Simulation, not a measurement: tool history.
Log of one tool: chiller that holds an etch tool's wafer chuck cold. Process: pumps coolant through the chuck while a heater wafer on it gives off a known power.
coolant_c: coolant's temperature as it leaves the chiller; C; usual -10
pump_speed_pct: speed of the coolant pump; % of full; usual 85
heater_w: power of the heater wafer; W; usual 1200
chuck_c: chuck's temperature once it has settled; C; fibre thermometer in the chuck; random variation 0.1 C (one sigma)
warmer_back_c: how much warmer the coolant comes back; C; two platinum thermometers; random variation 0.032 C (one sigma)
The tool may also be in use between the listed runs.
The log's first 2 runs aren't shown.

run,hour,coolant_c,pump_speed_pct,heater_w,chuck_c,warmer_back_c
3,332.1,-10,85,1200,-1.5,4.07
4,530.6,-10,85,1200,-1.4,4.08
5,718.8,-10,85,1200,-1.7,4.12
6,849.3,-10,85,1200,-1.4,4.22
7,981.1,-10,85,1200,-1.5,4.15
8,1072.8,-10,85,1200,-1.3,4.15
9,1187.2,-10,93,1200,-1.9,3.78
10,1272.7,-10,93,1200,-1.8,3.77
11,1431.8,-10,93,1200,-2,3.77
12,1523.9,-10,85,1200,-1.3,4.16
13,1631.1,-10,85,1200,-1.6,4.23
14,1818.8,-10,85,1200,-1.5,4.2
15,1972.7,-10,85,1200,-1.5,4.22

Run 16 comes next. What will it give?
16,2167.5,-10,93,1200,?,?

Run 16 gave chuck_c -2 C, warmer_back_c 3.84 C.
Without the tool's hidden state the same run would have given chuck_c -2 C, warmer_back_c 3.71 C.
